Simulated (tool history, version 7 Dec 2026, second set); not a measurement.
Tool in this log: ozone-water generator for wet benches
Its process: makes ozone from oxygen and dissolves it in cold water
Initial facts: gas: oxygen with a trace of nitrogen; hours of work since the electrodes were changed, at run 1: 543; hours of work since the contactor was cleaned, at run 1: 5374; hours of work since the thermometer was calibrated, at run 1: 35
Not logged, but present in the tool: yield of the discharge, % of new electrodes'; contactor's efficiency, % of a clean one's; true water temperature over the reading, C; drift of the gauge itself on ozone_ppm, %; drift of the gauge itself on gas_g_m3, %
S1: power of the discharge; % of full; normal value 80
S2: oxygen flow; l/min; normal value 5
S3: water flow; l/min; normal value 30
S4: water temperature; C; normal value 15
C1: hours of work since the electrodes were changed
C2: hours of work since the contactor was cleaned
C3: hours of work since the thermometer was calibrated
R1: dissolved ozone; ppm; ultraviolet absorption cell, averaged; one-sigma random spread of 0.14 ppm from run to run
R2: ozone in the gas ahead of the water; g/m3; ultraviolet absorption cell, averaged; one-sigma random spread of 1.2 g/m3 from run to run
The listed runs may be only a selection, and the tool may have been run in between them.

run	day	S1	S2	S3	S4	C1	C2	C3	R1	R2
1	0	80	5	30	15	543	5374	35	15.9	207
2	1.446	80	5	30	15	575	5406	67	15.5	206.2
3	2.85	80	5	30	15	606	5437	98	15.7	206.4
4	3.758	80	5	30	15	626	5457	118	15.8	205.5
5	4.729	80	5	44	15	647	5478	140	10.4	206.7
6	5.379	80	5	44	15	662	5492	154	10.6	206.4
7	6.15	80	5	45	15	679	5510	171	10.3	205.2
8	7.308	80	5	45	15	705	5535	197	10.3	206.7
9	8	47	5	30	15	720	5550	212	9.7	126.7
10	9.038	96	5	30	15	743	5573	235	18.7	243.8
11	10.129	96	3.79	30	15	767	5598	259	17.1	271.8
12	11.079	96	3.79	30	15	788	5619	280	17.2	271.7
13	12.329	96	3.79	30	15	816	5646	308	17.2	273.1
14	13.175	80	5	30	15	834	5665	327	15.5	204.2
15	14.05	80	5	30	15	854	5684	346	15.5	203.8
16	14.954	80	5	30	15	874	5704	366	15.5	206.2
17	16.188	80	5	30	15	901	5732	393	15.7	201.9
18	17.629	80	5	30	15	933	5763	425	15.5	205.5
19	18.362	80	5	30	15	949	5780	441	15.5	201.9
20	19.662	49	5	25	15	978	5808	470	11.9	132.1
21	20.925	74	2.67	42	15	1006	5836	498	7.9	244.4
22	21.904	80	5	33	17	1027	5858	520	13.7	202.3
# day 22.183: contactor cleaned
23	22.921	48	6.51	27	18	1046	16	539	10.8	113.8
24	24.333	48	6.51	27	18	1077	48	570	10.6	115.8
25	25.2	66	7.72	22	15	1096	67	589	18.5	143.5
26	25.817	85	7.72	24	11	1110	80	603	22.7	180.8
27	26.733	85	7.72	24	11	1130	101	623	22.5	181.3
# day 27.704: contactor cleaned, once more
28	28.208	82	7.72	24	13	1159	11	652	22.6	174.4
29	29.017	61	8.14	26	9	1177	29	670	17.1	129.7
30	30.304	61	8.14	26	22	1206	58	698	14.2	130.2
31	31.038	91	8.9	20	22	1222	74	714	24.6	180.4
32	32.188	85	8.06	30	15	1247	99	740	18.9	177.6
33	33.046	85	8.06	30	15	1266	118	759	18.7	177.6

Predict each of these 3 candidate next runs independently; none follows another, all start after run 33:
A	34.45	75	8.06	18	15	1297	149	790	?	?
B	34.45	85	5.89	30	18	1297	149	790	?	?
C	34.45	52	8.06	30	15	1297	149	790	?	?

run	R1	R2
A	24.7	155.8
B	16.7	199.9
C	11.7	111.9
Had the tool no hidden state, the same runs would have come out as:
run	R1	R2
A	25.7	161.6
B	17.5	208.2
C	12.1	114.7

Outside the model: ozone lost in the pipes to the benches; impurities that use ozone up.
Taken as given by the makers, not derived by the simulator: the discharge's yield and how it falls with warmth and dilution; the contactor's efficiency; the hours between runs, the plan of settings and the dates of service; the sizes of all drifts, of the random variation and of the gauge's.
